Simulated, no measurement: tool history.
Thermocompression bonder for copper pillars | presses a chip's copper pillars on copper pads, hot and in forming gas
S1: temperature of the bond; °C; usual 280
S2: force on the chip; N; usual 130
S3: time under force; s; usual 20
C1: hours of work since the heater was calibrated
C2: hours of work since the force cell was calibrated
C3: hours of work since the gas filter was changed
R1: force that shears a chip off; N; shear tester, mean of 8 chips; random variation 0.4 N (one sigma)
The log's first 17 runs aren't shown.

run 18 hour=243 | S1=280 S2=161 S3=20 | C1=597 C2=597 C3=36 | R1=44.8
run 19 hour=259.6 | S1=274 S2=155 S3=27 | C1=610 C2=610 C3=49 | R1=45.6
run 20 hour=272.3 | S1=274 S2=155 S3=27 | C1=620 C2=620 C3=58 | R1=44.8
run 21 hour=286.2 | S1=280 S2=142 S3=17 | C1=631 C2=631 C3=69 | R1=36.3
run 22 hour=298.6 | S1=299 S2=173 S3=17 | C1=640 C2=640 C3=79 | R1=53.4
run 23 hour=314.5 | S1=299 S2=173 S3=17 | C1=653 C2=653 C3=91 | R1=54.5
run 24 hour=322.9 | S1=258 S2=130 S3=20 | C1=659 C2=659 C3=98 | R1=26.8
run 25 hour=338.6 | S1=258 S2=130 S3=20 | C1=671 C2=671 C3=110 | R1=27
run 26 hour=351.6 | S1=267 S2=88 S3=11 | C1=681 C2=681 C3=120 | R1=14.6
run 27 hour=371.8 | S1=267 S2=100 S3=35 | C1=697 C2=697 C3=136 | R1=28.1
-- hour=385.2 forming gas filter changed
run 28 hour=387.4 | S1=267 S2=100 S3=35 | C1=709 C2=709 C3=2 | R1=27.8
run 29 hour=401.6 | S1=280 S2=101 S3=11 | C1=720 C2=720 C3=13 | R1=19.9
run 30 hour=421.2 | S1=280 S2=101 S3=11 | C1=735 C2=735 C3=28 | R1=20.4
run 31 hour=437.6 | S1=259 S2=130 S3=20 | C1=748 C2=748 C3=41 | R1=27.8
run 32 hour=451.1 | S1=259 S2=98 S3=46 | C1=758 C2=758 C3=51 | R1=27.9
run 33 hour=463.2 | S1=259 S2=98 S3=46 | C1=768 C2=768 C3=61 | R1=27.8

The next listed run, before its measurement:
run 34 hour=480.1 | S1=280 S2=103 S3=20 | C1=781 C2=781 C3=74 | R1=?

Run 34 gave R1 26.8 N.
Without the tool's hidden state the same run would have given R1 27.1 N.
